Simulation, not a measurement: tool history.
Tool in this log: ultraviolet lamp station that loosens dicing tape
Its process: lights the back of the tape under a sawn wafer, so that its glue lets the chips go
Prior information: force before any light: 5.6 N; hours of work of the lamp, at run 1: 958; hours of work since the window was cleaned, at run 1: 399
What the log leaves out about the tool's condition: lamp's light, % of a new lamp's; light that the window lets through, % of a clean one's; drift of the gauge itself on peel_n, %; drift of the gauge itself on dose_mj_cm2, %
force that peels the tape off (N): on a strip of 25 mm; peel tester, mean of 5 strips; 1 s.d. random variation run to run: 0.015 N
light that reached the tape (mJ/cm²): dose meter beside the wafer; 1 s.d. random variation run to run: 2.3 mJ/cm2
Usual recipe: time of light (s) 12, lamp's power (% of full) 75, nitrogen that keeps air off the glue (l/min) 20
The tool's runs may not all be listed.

run    hour  time of light (s)  lamp's power (% of full)  nitrogen that keeps air off the glue (l/min)  hours of work of the lamp  hours of work since the window was cleaned  force that peels the tape off (N)  light that reached the tape (mJ/cm²)
  1       0                 12                        75                                            20                        958                                         399                              1.506                                   138
  2    30.9                 12                        75                                            20                        982                                         423                              1.585                                   135
  3    65.5                 12                        75                                            20                       1008                                         450                               1.61                                   130
  4    98.9                 12                        75                                            20                       1034                                         476                               1.66                                   128
  5   121.1                 12                        75                                            20                       1052                                         493                              1.622                                   126
  6   138.2                 12                        75                                            20                       1065                                         506                              1.725                                   123
      145.8  -- window cleaned of glue's vapour
  7   169.8                 10                        75                                            20                       1089                                          19                               2.34                                    91
  8   187.4                 10                        75                                            20                       1103                                          32                              2.533                                    87
      202.7  -- window cleaned of glue's vapour, once more
  9   219.1                 12                        75                                            20                       1127                                          13                                1.4                                   145
 10   236.8                 12                        75                                            20                       1141                                          26                              1.434                                   139
 11   261.5                 12                        75                                            20                       1160                                          46                              1.443                                   139
 12   281.5                 12                        75                                            20                       1175                                          61                              1.447                                   136
 13   311.2                 12                        75                                            20                       1198                                          84                              1.506                                   135
 14     329                 17                        75                                            20                       1212                                          98                              0.935                                   190
 15   364.1                 17                        75                                            20                       1240                                         125                              0.928                                   185
 16   379.8                 17                        75                                            20                       1252                                         138                              0.993                                   186
 17     398                 17                        75                                            20                       1266                                         152                              1.015                                   183
 18   417.1                 12                        75                                            20                       1281                                         166                              1.613                                   124
 19     443                 12                        75                                            20                       1301                                         187                               1.66                                   130
 20   466.8                 12                        75                                            20                       1319                                         205                               1.66                                   124
 21   484.6                 12                        75                                            20                       1333                                         219                              1.689                                   118
 22   515.4                 12                        75                                            20                       1357                                         243                              1.788                                   115
 23   541.4                 15                        99                                            20                       1377                                         263                              0.942                                   194
 24   572.7                  8                        97                                            25                       1401                                         287                              2.087                                    97
 25   598.1                  7                        81                                            16                       1421                                         307                              2.932                                    70
 26   630.6                  7                        81                                            16                       1446                                         332                               2.98                                    68
 27   664.9                  7                        81                                            16                       1473                                         359                               3.12                                    65
 28   679.5                  7                        81                                            16                       1484                                         370                                3.1                                    69
      712.3  -- lamp changed
 29   714.8                 12                        73                                            20                          2                                         397                              0.993                                   182
 30   731.8                 12                        75                                            16                         15                                         410                               1.06                                   186
 31   767.3                 12                        75                                            16                         43                                         438                              1.104                                   184
 32   798.4                 14                        75                                            10                         67                                         462                              1.028                                   208
 33   826.2                 15                        75                                            10                         88                                         483                              0.929                                   218
 34   851.5                 15                        75                                            10                        108                                         503                              1.002                                   219
      865.5  -- window cleaned of glue's vapour
 35   882.2                 15                        71                                            36                        132                                          13                              0.465                                   246
 36   910.7                 15                        65                                            36                        154                                          35                              0.553                                   225
 37   942.1                 15                        65                                            36                        178                                          60                              0.574                                   220
 38   966.3                 15                        65                                            36                        197                                          78                              0.579                                   215
 39     991                 16                        77                                            21                        216                                          98                              0.459                                   270
 40  1014.5                 12                        91                                            11                        234                                         116                              0.816                                   239
 41  1033.8                 12                        67                                            10                        249                                         131                              1.393                                   172
 42  1056.7                 12                        66                                            17                        267                                         148                              1.132                                   165
 43  1075.8                 18                        80                                            20                        282                                         163                              0.378                                   298

Predict each of these 3 candidate next runs independently; none follows another, all start after run 43:
  A  1108                 16                        97                                             6                        307                                         188                                  ?                                     ?
  B  1108                  7                        84                                            28                        307                                         188                                  ?                                     ?
  C  1108                 22                        75                                            20                        307                                         188                                  ?                                     ?

run  force that peels the tape off (N)  light that reached the tape (mJ/cm²)
  A                               0.65                                   325
  B                               1.65                                   122
  C                              0.305                                   341
What these runs would have given with no unlogged condition in the tool:
run  force that peels the tape off (N)  light that reached the tape (mJ/cm²)
  A                              0.462                                   387
  B                              1.303                                   145
  C                              0.223                                   408
